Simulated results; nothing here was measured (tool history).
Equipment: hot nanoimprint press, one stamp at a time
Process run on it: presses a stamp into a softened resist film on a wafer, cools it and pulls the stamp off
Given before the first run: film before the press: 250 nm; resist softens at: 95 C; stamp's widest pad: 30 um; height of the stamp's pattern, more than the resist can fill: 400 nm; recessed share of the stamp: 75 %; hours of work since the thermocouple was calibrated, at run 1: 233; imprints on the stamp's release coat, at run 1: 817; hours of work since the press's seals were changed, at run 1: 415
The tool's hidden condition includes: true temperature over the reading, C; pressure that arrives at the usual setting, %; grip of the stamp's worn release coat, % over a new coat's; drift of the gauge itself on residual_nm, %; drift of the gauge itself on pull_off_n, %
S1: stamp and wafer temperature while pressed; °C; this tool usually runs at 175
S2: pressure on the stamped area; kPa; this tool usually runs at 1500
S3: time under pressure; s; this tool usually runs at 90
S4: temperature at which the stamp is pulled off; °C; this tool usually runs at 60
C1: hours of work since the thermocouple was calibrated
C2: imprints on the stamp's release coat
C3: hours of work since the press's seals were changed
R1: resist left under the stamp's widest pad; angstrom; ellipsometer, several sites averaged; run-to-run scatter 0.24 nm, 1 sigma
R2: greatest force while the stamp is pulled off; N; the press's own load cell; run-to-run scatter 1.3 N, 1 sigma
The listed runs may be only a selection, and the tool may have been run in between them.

| run | hour | S1 | S2 | S3 | S4 | C1 | C2 | C3 | R1 | R2 |
|---|---|---|---|---|---|---|---|---|---|---|
| 1 | 0.0 | 175 | 1500 | 90 | 60 | 233 | 817 | 415 | 1283 | 194 |
| 2 | 14.3 | 175 | 1500 | 90 | 60 | 242 | 881 | 424 | 1280 | 194 |
| 3 | 24.7 | 175 | 1500 | 90 | 46 | 248 | 927 | 430 | 1285 | 254 |
| 4 | 40.0 | 175 | 1500 | 90 | 46 | 257 | 995 | 439 | 1286 | 255 |
|  | 52.9 | plate thermocouple calibrated |
| 5 | 54.3 | 175 | 1500 | 90 | 46 | 1 | 1045 | 446 | 1285 | 254 |
| 6 | 64.7 | 175 | 1500 | 90 | 46 | 7 | 1091 | 452 | 1282 | 254 |
| 7 | 82.4 | 175 | 1500 | 90 | 46 | 18 | 1170 | 463 | 1286 | 253 |
| 8 | 95.5 | 175 | 1500 | 90 | 46 | 26 | 1228 | 471 | 1283 | 257 |
| 9 | 104.6 | 175 | 1500 | 90 | 49 | 31 | 1268 | 476 | 1284 | 243 |
| 10 | 117.2 | 175 | 1500 | 90 | 49 | 39 | 1324 | 484 | 1280 | 240 |
| 11 | 132.8 | 175 | 1500 | 128 | 60 | 48 | 1394 | 493 | 1132 | 192 |
| 12 | 144.7 | 175 | 1500 | 128 | 60 | 55 | 1447 | 500 | 1129 | 196 |
| 13 | 151.9 | 175 | 1500 | 128 | 60 | 59 | 1479 | 505 | 1132 | 195 |
| 14 | 168.3 | 175 | 1500 | 128 | 61 | 69 | 1552 | 514 | 1130 | 193 |
| 15 | 183.9 | 175 | 1500 | 128 | 61 | 79 | 1621 | 524 | 1138 | 192 |
| 16 | 194.3 | 175 | 1500 | 128 | 61 | 85 | 1667 | 530 | 1134 | 191 |
|  | 206.5 | stamp cleaned and given a new release coat |
| 17 | 214.2 | 175 | 1960 | 128 | 61 | 93 | 35 | 538 | 988 | 188 |
| 18 | 229.1 | 165 | 1500 | 90 | 60 | 102 | 101 | 547 | 1776 | 195 |
| 19 | 246.5 | 165 | 1500 | 121 | 60 | 113 | 178 | 558 | 1650 | 194 |
| 20 | 262.3 | 165 | 1500 | 121 | 60 | 122 | 249 | 567 | 1644 | 192 |
| 21 | 279.3 | 165 | 1510 | 78 | 54 | 132 | 324 | 577 | 1825 | 219 |
| 22 | 296.3 | 171 | 1500 | 90 | 60 | 143 | 400 | 588 | 1475 | 194 |
| 23 | 303.5 | 175 | 1500 | 97 | 60 | 147 | 431 | 592 | 1250 | 195 |
| 24 | 319.1 | 175 | 1500 | 97 | 60 | 156 | 501 | 601 | 1253 | 195 |
| 25 | 335.6 | 175 | 1500 | 65 | 47 | 166 | 574 | 611 | 1431 | 252 |
| 26 | 344.6 | 175 | 1500 | 65 | 47 | 171 | 614 | 617 | 1427 | 250 |
|  | 358.6 | press's hydraulic seals changed and the load cell set to zero |
| 27 | 366.5 | 175 | 1500 | 69 | 60 | 180 | 676 | 5 | 1403 | 195 |
| 28 | 383.8 | 175 | 1880 | 88 | 60 | 190 | 752 | 15 | 1165 | 193 |
| 29 | 401.5 | 176 | 1500 | 90 | 60 | 201 | 831 | 26 | 1238 | 195 |
| 30 | 413.4 | 176 | 1500 | 90 | 60 | 208 | 884 | 33 | 1240 | 194 |

Hidden state at the last listed run before each entry between runs and at the first one after, where it differs:
Logged between run 4 and run 5: plate thermocouple calibrated (hour 52.9)
  true temperature over the reading, C: 0.02 -> 0
Logged between run 16 and run 17: stamp cleaned and given a new release coat (hour 206.5)
  grip of the stamp's worn release coat, % over a new coat's: 0.2 -> 0
Logged between run 26 and run 27: press's hydraulic seals changed and the load cell set to zero (hour 358.6)
  pressure that arrives at the usual setting, %: 99.97 -> 99.99
